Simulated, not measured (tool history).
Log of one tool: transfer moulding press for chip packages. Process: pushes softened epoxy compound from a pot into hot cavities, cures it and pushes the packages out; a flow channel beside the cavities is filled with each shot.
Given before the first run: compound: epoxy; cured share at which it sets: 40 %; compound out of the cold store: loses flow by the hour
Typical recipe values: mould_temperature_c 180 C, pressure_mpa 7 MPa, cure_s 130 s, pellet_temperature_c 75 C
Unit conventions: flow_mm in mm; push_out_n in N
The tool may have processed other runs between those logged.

run,day,mould_temperature_c,pressure_mpa,cure_s,pellet_temperature_c,incoming compound's hours out of the cold store,flow_mm,push_out_n
1,0,180,7,130,75,23,999,207
2,0.429,180,7,130,75,16.5,1026,201
3,1.096,180,7,130,75,37.7,943,198
4,1.479,185,7,130,75,17.3,994,188
5,2.138,173,7,130,75,37.9,983,290
6,2.471,173,7,130,75,27.4,1029,286
7,2.979,173,7,130,75,30.7,1017,280
8,3.596,180,6.34,130,75,26.8,933,200
9,3.996,178,7,130,67,36.1,959,224
10,4.671,185,6.51,130,69,37.2,880,180
11,5.342,179,6.36,155,77,8.7,1024,185
12,5.708,173,6.36,155,77,30,970,217
13,6.121,173,6.36,155,77,41.7,925,217
14,6.517,173,6.36,155,77,21,1010,214
15,6.933,180,6.2,130,84,24.8,929,194

Withheld: 3 entries from between the runs. Position of each, and hidden state at the listed run before versus the listed run after:
In the gap between runs 1 and 2: cavities cleaned with cleaning compound and waxed (day 0.125)
  grip of the stained cavities, % over clean ones': 1 -> 0.2
In the gap between runs 8 and 9: cavities cleaned with cleaning compound and waxed (day 3.992)
  grip of the stained cavities, % over clean ones': 1 -> 0
In the gap between runs 10 and 11: plunger's sealing rings changed (day 4.838)
  true mould temperature over the reading, C: 0 -> -0.01; pressure that reaches the compound, % of what is set: 99.93 -> 99.99; grip of the stained cavities, % over clean ones': 0.4 -> 0.6
